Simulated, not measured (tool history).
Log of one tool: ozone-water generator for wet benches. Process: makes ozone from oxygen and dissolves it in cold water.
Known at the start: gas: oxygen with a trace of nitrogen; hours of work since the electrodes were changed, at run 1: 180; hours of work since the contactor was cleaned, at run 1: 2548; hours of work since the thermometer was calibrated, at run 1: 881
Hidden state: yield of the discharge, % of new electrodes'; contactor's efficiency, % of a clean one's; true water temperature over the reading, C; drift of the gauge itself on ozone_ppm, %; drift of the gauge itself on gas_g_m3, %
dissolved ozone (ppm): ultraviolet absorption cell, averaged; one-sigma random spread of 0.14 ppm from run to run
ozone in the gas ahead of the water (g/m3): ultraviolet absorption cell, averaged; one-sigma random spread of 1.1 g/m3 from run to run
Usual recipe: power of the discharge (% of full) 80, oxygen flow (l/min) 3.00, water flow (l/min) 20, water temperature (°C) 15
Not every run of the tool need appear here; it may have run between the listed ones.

run,day,power of the discharge (% of full),oxygen flow (l/min),water flow (l/min),water temperature (°C),hours of work since the electrodes were changed,hours of work since the contactor was cleaned,hours of work since the thermometer was calibrated,dissolved ozone (ppm),ozone in the gas ahead of the water (g/m3)
1,0.000,80,3.00,20,15,180,2548,881,15.3,195.0
2,1.071,80,3.00,20,15,197,2565,898,15.3,195.6
3,2.858,80,3.00,20,15,225,2593,927,15.2,195.4
4,3.825,80,3.00,20,15,241,2609,942,15.3,193.7
5,5.758,80,3.00,20,16,272,2640,973,15.0,196.7
6,7.088,80,3.00,20,16,293,2661,995,15.2,193.8
7,9.108,80,3.00,20,16,326,2694,1027,15.0,194.3
8,10.567,80,3.00,20,16,349,2717,1050,15.2,193.9
9,11.862,80,3.00,20,16,370,2738,1071,15.1,195.0
10,13.708,80,3.00,20,16,399,2767,1101,14.9,194.0
11,14.742,80,3.00,20,16,416,2784,1117,14.8,192.7
12,16.608,46,3.00,20,15,446,2814,1147,9.1,116.6
13,17.617,80,1.57,20,15,462,2830,1163,12.1,255.5
14,19.267,80,1.57,20,15,488,2856,1190,12.0,257.4
15,20.279,80,3.00,20,15,505,2873,1206,14.9,193.6
16,21.129,80,3.00,20,15,518,2886,1220,15.0,193.1
17,22.288,80,3.00,20,15,537,2905,1238,15.0,194.1
18,23.412,80,3.00,28,14,555,2923,1256,11.2,191.9
19,24.675,46,2.63,26,23,575,2943,1277,6.3,123.5
20,25.842,81,3.00,20,14,594,2962,1295,15.1,194.5
21,27.729,96,3.00,20,21,624,2992,1326,16.6,226.4
22,29.742,96,3.00,20,23,656,3024,1358,16.3,226.7
23,31.542,80,2.38,26,15,685,3053,1387,10.8,211.1
24,32.446,49,2.38,16,15,700,3068,1401,10.8,135.5
25,34.408,49,2.38,16,15,731,3099,1433,10.8,135.1
26,35.371,89,4.73,20,14,747,3114,1448,18.3,171.8
27,36.417,80,1.81,14,15,763,3131,1465,17.5,239.5
28,38.279,80,1.81,19,15,793,3161,1495,13.3,239.5
29,39.212,80,1.81,19,15,808,3176,1510,13.6,238.0
30,40.267,80,1.81,19,15,825,3193,1526,13.3,237.6
31,41.983,47,3.00,20,15,853,3220,1554,9.3,117.2
32,43.533,47,3.00,20,15,877,3245,1579,9.2,118.1
33,44.383,87,3.00,24,15,891,3259,1592,13.5,205.3
34,46.117,87,3.00,24,15,919,3287,1620,13.6,203.9

Alternative continuations, all from the tool just after run 34; predict every row:
A,47.662,69,3.00,16,15,944,3311,1645,?,?
B,47.662,77,3.00,24,11,944,3311,1645,?,?
C,47.662,49,3.00,31,8,944,3311,1645,?,?

run,dissolved ozone (ppm),ozone in the gas ahead of the water (g/m3)
A,15.6,166.5
B,12.4,182.8
C,6.5,122.5
Had the tool no hidden state, the same runs would have come out as:
run,dissolved ozone (ppm),ozone in the gas ahead of the water (g/m3)
A,16.4,171.1
B,13.1,188.5
C,6.8,124.9
